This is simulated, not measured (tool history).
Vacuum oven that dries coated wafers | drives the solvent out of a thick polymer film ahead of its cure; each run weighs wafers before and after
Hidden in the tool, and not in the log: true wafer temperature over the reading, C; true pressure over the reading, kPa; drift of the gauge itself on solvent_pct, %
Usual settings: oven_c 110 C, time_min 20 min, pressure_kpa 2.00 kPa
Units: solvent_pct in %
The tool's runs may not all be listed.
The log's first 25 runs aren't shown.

| run | hour | oven_c | time_min | pressure_kpa | hours of work since the thermocouples were calibrated | hours of work since the vacuum gauge was cleaned of residue | solvent_pct |
|---|---|---|---|---|---|---|---|
| 26 | 1512.5 | 110 | 32 | 3.35 | 319 | 808 | 2.26 |
| 27 | 1564.8 | 119 | 16 | 1.13 | 343 | 831 | 0.86 |
| 28 | 1606.5 | 107 | 25 | 2.00 | 361 | 850 | 1.79 |
| 29 | 1654.8 | 97 | 17 | 2.58 | 383 | 871 | 4.72 |
| 30 | 1714.1 | 111 | 20 | 3.56 | 410 | 898 | 2.58 |
| 31 | 1750.2 | 111 | 20 | 3.56 | 426 | 914 | 2.57 |
| 32 | 1801.9 | 114 | 28 | 3.56 | 449 | 937 | 2.15 |
| 33 | 1875.7 | 114 | 28 | 3.56 | 482 | 970 | 2.18 |
| 34 | 1946.4 | 103 | 11 | 1.40 | 514 | 1002 | 4.27 |

4 ways to go on from here, each from the tool as it stands after run 34. What would each give?
| A | 2008.4 | 100 | 11 | 1.40 | 541 | 1029 | ? |
| B | 2008.4 | 107 | 20 | 2.00 | 541 | 1029 | ? |
| C | 2008.4 | 110 | 24 | 2.00 | 541 | 1029 | ? |
| D | 2008.4 | 125 | 32 | 1.16 | 541 | 1029 | ? |

| run | solvent_pct |
|---|---|
| A | 4.86 |
| B | 2.19 |
| C | 1.67 |
| D | 0.54 |
Without the tool's hidden state the same runs would have given:
| run | solvent_pct |
|---|---|
| A | 4.37 |
| B | 1.82 |
| C | 1.38 |
| D | 0.39 |
